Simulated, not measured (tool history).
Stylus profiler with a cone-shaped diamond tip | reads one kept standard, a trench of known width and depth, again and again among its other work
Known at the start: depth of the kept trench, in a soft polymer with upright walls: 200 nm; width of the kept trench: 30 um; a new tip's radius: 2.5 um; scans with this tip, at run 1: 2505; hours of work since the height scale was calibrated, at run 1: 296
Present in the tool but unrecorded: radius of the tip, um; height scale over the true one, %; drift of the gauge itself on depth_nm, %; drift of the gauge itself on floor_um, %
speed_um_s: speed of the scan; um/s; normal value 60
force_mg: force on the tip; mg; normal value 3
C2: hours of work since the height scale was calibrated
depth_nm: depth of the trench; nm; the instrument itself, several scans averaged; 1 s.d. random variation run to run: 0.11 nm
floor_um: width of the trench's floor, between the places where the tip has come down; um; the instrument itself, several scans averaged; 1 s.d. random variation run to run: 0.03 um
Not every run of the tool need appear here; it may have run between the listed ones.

run 1 hour=0 | speed_um_s=60 force_mg=3 | scans_with_this_tip=2505 C2=296 | depth_nm=202.71 floor_um=27.65
run 2 hour=37.8 | speed_um_s=60 force_mg=3.72 | scans_with_this_tip=2704 C2=320 | depth_nm=202.97 floor_um=27.67
run 3 hour=85.4 | speed_um_s=60 force_mg=3.72 | scans_with_this_tip=2955 C2=350 | depth_nm=203.14 floor_um=27.7
run 4 hour=138.2 | speed_um_s=60 force_mg=3.72 | scans_with_this_tip=3234 C2=383 | depth_nm=203.14 floor_um=27.7
run 5 hour=190.4 | speed_um_s=60 force_mg=3.72 | scans_with_this_tip=3509 C2=415 | depth_nm=203.07 floor_um=27.68
run 6 hour=258.8 | speed_um_s=60 force_mg=3.03 | scans_with_this_tip=3870 C2=458 | depth_nm=202.57 floor_um=27.62
run 7 hour=300.6 | speed_um_s=230 force_mg=3.03 | scans_with_this_tip=4091 C2=484 | depth_nm=202.45 floor_um=27.05
run 8 hour=364.6 | speed_um_s=53 force_mg=3.03 | scans_with_this_tip=4428 C2=524 | depth_nm=202.48 floor_um=27.66
run 9 hour=418.2 | speed_um_s=53 force_mg=3.03 | scans_with_this_tip=4711 C2=558 | depth_nm=202.52 floor_um=27.59
run 10 hour=452.9 | speed_um_s=60 force_mg=3 | scans_with_this_tip=4894 C2=579 | depth_nm=202.5 floor_um=27.58
run 11 hour=516.7 | speed_um_s=60 force_mg=3 | scans_with_this_tip=5231 C2=619 | depth_nm=202.39 floor_um=27.53
run 12 hour=551.7 | speed_um_s=60 force_mg=3 | scans_with_this_tip=5415 C2=641 | depth_nm=202.4 floor_um=27.58
run 13 hour=620 | speed_um_s=60 force_mg=3 | scans_with_this_tip=5776 C2=684 | depth_nm=202.37 floor_um=27.54
run 14 hour=686.1 | speed_um_s=60 force_mg=3 | scans_with_this_tip=6125 C2=725 | depth_nm=202.41 floor_um=27.48
run 15 hour=723.9 | speed_um_s=60 force_mg=3 | scans_with_this_tip=6324 C2=749 | depth_nm=202.3 floor_um=27.47
run 16 hour=763.1 | speed_um_s=60 force_mg=3 | scans_with_this_tip=6531 C2=773 | depth_nm=202.49 floor_um=27.47
run 17 hour=817.6 | speed_um_s=60 force_mg=3 | scans_with_this_tip=6818 C2=807 | depth_nm=202.4 floor_um=27.39
run 18 hour=875.3 | speed_um_s=60 force_mg=3.66 | scans_with_this_tip=7123 C2=843 | depth_nm=202.66 floor_um=27.5
run 19 hour=914 | speed_um_s=60 force_mg=3.66 | scans_with_this_tip=7327 C2=867 | depth_nm=202.56 floor_um=27.38
run 20 hour=964.4 | speed_um_s=121 force_mg=3 | scans_with_this_tip=7593 C2=899 | depth_nm=202.27 floor_um=27.17
run 21 hour=1011.7 | speed_um_s=121 force_mg=3 | scans_with_this_tip=7843 C2=928 | depth_nm=202.2 floor_um=27.15
run 22 hour=1077.2 | speed_um_s=121 force_mg=3 | scans_with_this_tip=8188 C2=969 | depth_nm=202.04 floor_um=27.18
run 23 hour=1144.5 | speed_um_s=121 force_mg=3 | scans_with_this_tip=8544 C2=1011 | depth_nm=202.06 floor_um=27.11
run 24 hour=1187.2 | speed_um_s=16 force_mg=3 | scans_with_this_tip=8769 C2=1038 | depth_nm=201.99 floor_um=27.51
run 25 hour=1251.5 | speed_um_s=66 force_mg=1.11 | scans_with_this_tip=9108 C2=1078 | depth_nm=200.64 floor_um=27.17
run 26 hour=1308.7 | speed_um_s=39 force_mg=1.96 | scans_with_this_tip=9410 C2=1114 | depth_nm=201.23 floor_um=27.36
run 27 hour=1361.9 | speed_um_s=195 force_mg=2.62 | scans_with_this_tip=9691 C2=1147 | depth_nm=201.78 floor_um=26.81
run 28 hour=1394.5 | speed_um_s=195 force_mg=2.62 | scans_with_this_tip=9863 C2=1167 | depth_nm=201.8 floor_um=26.86
run 29 hour=1446.3 | speed_um_s=44 force_mg=1.28 | scans_with_this_tip=10136 C2=1200 | depth_nm=200.75 floor_um=27.28
run 30 hour=1506.5 | speed_um_s=34 force_mg=3.8 | scans_with_this_tip=10454 C2=1237 | depth_nm=202.44 floor_um=27.38
run 31 hour=1550.4 | speed_um_s=34 force_mg=3.8 | scans_with_this_tip=10685 C2=1265 | depth_nm=202.38 floor_um=27.3
run 32 hour=1590.4 | speed_um_s=34 force_mg=3.8 | scans_with_this_tip=10897 C2=1290 | depth_nm=202.24 floor_um=27.33
run 33 hour=1622.3 | speed_um_s=54 force_mg=7.16 | scans_with_this_tip=11065 C2=1310 | depth_nm=203.92 floor_um=27.34
run 34 hour=1662.8 | speed_um_s=31 force_mg=7.83 | scans_with_this_tip=11278 C2=1335 | depth_nm=204.56 floor_um=27.37
run 35 hour=1719.2 | speed_um_s=58 force_mg=2.76 | scans_with_this_tip=11576 C2=1370 | depth_nm=201.6 floor_um=27.25
run 36 hour=1762.7 | speed_um_s=58 force_mg=2.76 | scans_with_this_tip=11806 C2=1397 | depth_nm=201.52 floor_um=27.2
run 37 hour=1794.7 | speed_um_s=93 force_mg=1.45 | scans_with_this_tip=11975 C2=1417 | depth_nm=200.73 floor_um=26.94
run 38 hour=1862.6 | speed_um_s=93 force_mg=1.45 | scans_with_this_tip=12333 C2=1460 | depth_nm=200.55 floor_um=26.9
run 39 hour=1896.4 | speed_um_s=93 force_mg=1.45 | scans_with_this_tip=12511 C2=1481 | depth_nm=200.5 floor_um=26.84
run 40 hour=1959.4 | speed_um_s=55 force_mg=3.38 | scans_with_this_tip=12843 C2=1520 | depth_nm=202.13 floor_um=27.17
run 41 hour=2003.3 | speed_um_s=41 force_mg=2.18 | scans_with_this_tip=13075 C2=1548 | depth_nm=201.12 floor_um=27.21
run 42 hour=2072.8 | speed_um_s=44 force_mg=3.94 | scans_with_this_tip=13442 C2=1591 | depth_nm=202.24 floor_um=27.16
run 43 hour=2140.9 | speed_um_s=21 force_mg=2.33 | scans_with_this_tip=13801 C2=1633 | depth_nm=200.83 floor_um=27.25

5 ways to go on from here, each from the tool as it stands after run 43. What would each give?
run A hour=2211.9 | speed_um_s=21 force_mg=3.6 | scans_with_this_tip=14176 C2=1678 | depth_nm=? floor_um=?
run B hour=2211.9 | speed_um_s=60 force_mg=1.43 | scans_with_this_tip=14176 C2=1678 | depth_nm=? floor_um=?
run C hour=2211.9 | speed_um_s=33 force_mg=4.48 | scans_with_this_tip=14176 C2=1678 | depth_nm=? floor_um=?
run D hour=2211.9 | speed_um_s=21 force_mg=1.79 | scans_with_this_tip=14176 C2=1678 | depth_nm=? floor_um=?
run E hour=2211.9 | speed_um_s=193 force_mg=1.31 | scans_with_this_tip=14176 C2=1678 | depth_nm=? floor_um=?

run=A depth_nm=201.99 floor_um=27.22
run=B depth_nm=200.22 floor_um=26.92
run=C depth_nm=202.53 floor_um=27.2
run=D depth_nm=200.68 floor_um=27.22
run=E depth_nm=200.11 floor_um=26.34
The same runs, with their run-to-run variation unchanged, on a tool lacking any hidden condition would have given:
run=A depth_nm=203.44 floor_um=27.96
run=B depth_nm=201.65 floor_um=27.67
run=C depth_nm=203.97 floor_um=27.94
run=D depth_nm=202.11 floor_um=27.97
run=E depth_nm=201.55 floor_um=27.09
